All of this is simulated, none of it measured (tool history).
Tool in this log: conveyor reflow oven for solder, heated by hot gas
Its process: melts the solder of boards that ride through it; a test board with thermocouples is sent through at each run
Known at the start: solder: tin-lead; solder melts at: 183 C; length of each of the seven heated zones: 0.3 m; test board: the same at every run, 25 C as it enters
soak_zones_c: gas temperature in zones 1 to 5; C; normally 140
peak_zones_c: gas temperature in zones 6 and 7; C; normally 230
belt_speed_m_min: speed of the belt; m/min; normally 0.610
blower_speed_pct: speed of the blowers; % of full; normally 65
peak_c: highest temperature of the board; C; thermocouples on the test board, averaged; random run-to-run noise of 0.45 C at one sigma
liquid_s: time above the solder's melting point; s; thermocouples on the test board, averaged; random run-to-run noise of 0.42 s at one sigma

run,hour,soak_zones_c,peak_zones_c,belt_speed_m_min,blower_speed_pct,peak_c,liquid_s
1,0.0,140,230,0.610,65,209.3,37.9
2,22.0,140,230,0.610,65,209.0,37.9
3,76.0,140,230,0.528,65,213.8,48.7
4,102.4,140,230,0.610,65,208.4,36.6
5,140.4,135,230,0.610,65,207.2,34.9
6,179.5,140,230,0.610,65,207.2,37.9
7,231.5,140,230,0.610,65,208.2,37.3
8,259.3,140,230,0.610,65,207.5,36.5
9,300.0,140,230,0.610,65,208.5,36.8
# hour 308.3: belt drive overhauled, speed set with a stopwatch
10,353.9,140,230,0.709,65,201.4,24.8
11,386.4,140,230,0.709,65,200.3,24.4
# hour 420.3: belt drive overhauled, speed set with a stopwatch, once more
12,438.6,140,230,0.601,65,207.9,36.7
13,490.1,140,230,0.610,65,206.4,34.6
14,524.7,140,232,0.610,65,208.0,37.3
15,576.5,140,230,0.610,65,207.8,35.3
16,603.0,140,230,0.610,65,206.6,35.4
# hour 619.2: flux residue cleaned out of gas plates and filters
17,647.1,140,230,0.610,65,211.9,38.8
18,672.4,129,230,0.649,71,206.7,31.1
19,697.9,145,234,0.649,67,212.8,39.9
20,732.4,145,234,0.649,67,213.6,38.8
# hour 739.7: thermocouples of zones 6 and 7 changed
21,772.0,140,240,0.493,65,222.3,58.9
22,812.4,140,230,0.610,88,211.2,40.0

Expected results for the next run?
23,843.4,140,230,0.610,88,?,?

peak_c: 211.3 C
liquid_s: 39.9 s
Were there no unlogged condition in the tool, this run, its random variation unchanged, would have produced peak_c 212.2 C, liquid_s 40.6 s.

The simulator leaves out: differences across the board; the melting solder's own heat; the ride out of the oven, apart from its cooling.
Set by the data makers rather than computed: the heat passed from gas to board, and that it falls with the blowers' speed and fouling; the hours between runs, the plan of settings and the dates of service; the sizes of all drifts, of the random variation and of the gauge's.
